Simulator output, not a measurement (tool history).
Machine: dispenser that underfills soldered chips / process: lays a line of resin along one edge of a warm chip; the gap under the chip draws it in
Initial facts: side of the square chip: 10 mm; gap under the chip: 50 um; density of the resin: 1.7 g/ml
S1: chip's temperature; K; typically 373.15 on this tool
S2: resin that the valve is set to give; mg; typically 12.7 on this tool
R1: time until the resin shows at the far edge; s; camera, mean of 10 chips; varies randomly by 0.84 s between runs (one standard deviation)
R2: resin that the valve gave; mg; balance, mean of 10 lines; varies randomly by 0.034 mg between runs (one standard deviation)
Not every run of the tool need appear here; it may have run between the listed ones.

run 1 day=0.000 | S1=373.15 S2=12.7 | R1=91.8 R2=12.67
-- day=0.554 new syringe of resin
run 2 day=0.608 | S1=373.15 S2=12.7 | R1=83.8 R2=12.57
run 3 day=1.017 | S1=360.15 S2=12.7 | R1=204.8 R2=12.52
-- day=1.292 new syringe of resin
run 4 day=1.762 | S1=360.15 S2=12.7 | R1=211.8 R2=12.34
-- day=2.008 new syringe of resin
run 5 day=2.346 | S1=360.15 S2=12.7 | R1=187.0 R2=12.33
-- day=2.696 new syringe of resin
run 6 day=2.750 | S1=360.15 S2=12.7 | R1=143.1 R2=12.28
run 7 day=3.254 | S1=378.15 S2=15.7 | R1=105.8 R2=15.06
-- day=3.392 new syringe of resin
-- day=3.754 dispensing valve cleaned and set on the balance
run 8 day=4.021 | S1=383.15 S2=15.7 | R1=90.5 R2=15.57

Run 9, settings as shown, results not yet in. Your forecast:
-- day=4.129 new syringe of resin
run 9 day=4.679 | S1=369.15 S2=15.3 | R1=? R2=?

{"run 9": {"R1": 155.8, "R2": 15.06}}
The same run, on a tool lacking any hidden state, would have yielded R1 90.5 s, R2 15.24 mg.
